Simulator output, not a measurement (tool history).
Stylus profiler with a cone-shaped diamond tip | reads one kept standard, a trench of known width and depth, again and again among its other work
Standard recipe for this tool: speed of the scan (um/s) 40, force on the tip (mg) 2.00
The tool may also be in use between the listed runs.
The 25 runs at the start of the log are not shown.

run   hour  speed of the scan (um/s)  force on the tip (mg)  scans with this tip  hours of work since the height scale was calibrated  depth of the trench (nm)  width of the trench's floor (nm)
 26  266.6                        11                   0.75                 4798                                                   13                    503.23                             24920
 27  282.9                        11                   0.75                 4888                                                   20                    503.31                             24890
 28  296.8                       105                   1.38                 4966                                                   26                    504.86                             24590
 29  310.3                        17                   3.13                 5041                                                   32                    508.80                             24960
 30  324.1                        13                   1.28                 5117                                                   37                    504.60                             24920
 31  337.8                        85                   4.01                 5193                                                   43                    510.22                             24770
 32  347.5                        84                   3.20                 5247                                                   47                    508.74                             24730
 33  360.7                        84                   3.20                 5320                                                   53                    508.91                             24700
 34  376.8                        42                   0.70                 5410                                                   60                    503.31                             24720
 35  393.5                        83                   0.97                 5502                                                   67                    503.89                             24540
 36  409.2                        15                   1.42                 5590                                                   73                    505.34                             24850
 37  417.3                        16                   1.02                 5635                                                   77                    504.19                             24850
 38  432.8                        40                   2.76                 5721                                                   83                    508.06                             24750
 39  440.2                        17                   5.53                 5762                                                   86                    512.78                             24900
 40  447.4                        17                   5.53                 5802                                                   89                    512.86                             24800
 41  454.5                        17                   3.69                 5841                                                   92                    509.80                             24840
 42  463.7                        13                   3.87                 5893                                                   96                    510.20                             24870
 43  476.8                        13                   3.87                 5965                                                  102                    510.15                             24850
 44  484.0                        19                   0.92                 6005                                                  105                    503.79                             24780
 45  499.7                        19                   0.92                 6092                                                  111                    503.93                             24750
 46  510.7                        14                   0.92                 6154                                                  116                    504.04                             24750

Forecast each of these 4 alternatives for the next run:
  A  519.8                        61                   3.51                 6204                                                  120                         ?                                 ?
  B  519.8                        40                   1.59                 6204                                                  120                         ?                                 ?
  C  519.8                        28                   3.37                 6204                                                  120                         ?                                 ?
  D  519.8                        81                   1.89                 6204                                                  120                         ?                                 ?

run  depth of the trench (nm)  width of the trench's floor (nm)
  A                    509.55                             24690
  B                    505.76                             24750
  C                    509.20                             24810
  D                    506.35                             24570
With the hidden condition removed and each run's random variation left untouched, the same runs would have given:
run  depth of the trench (nm)  width of the trench's floor (nm)
  A                    509.40                             25480
  B                    505.62                             25540
  C                    509.05                             25600
  D                    506.21                             25370

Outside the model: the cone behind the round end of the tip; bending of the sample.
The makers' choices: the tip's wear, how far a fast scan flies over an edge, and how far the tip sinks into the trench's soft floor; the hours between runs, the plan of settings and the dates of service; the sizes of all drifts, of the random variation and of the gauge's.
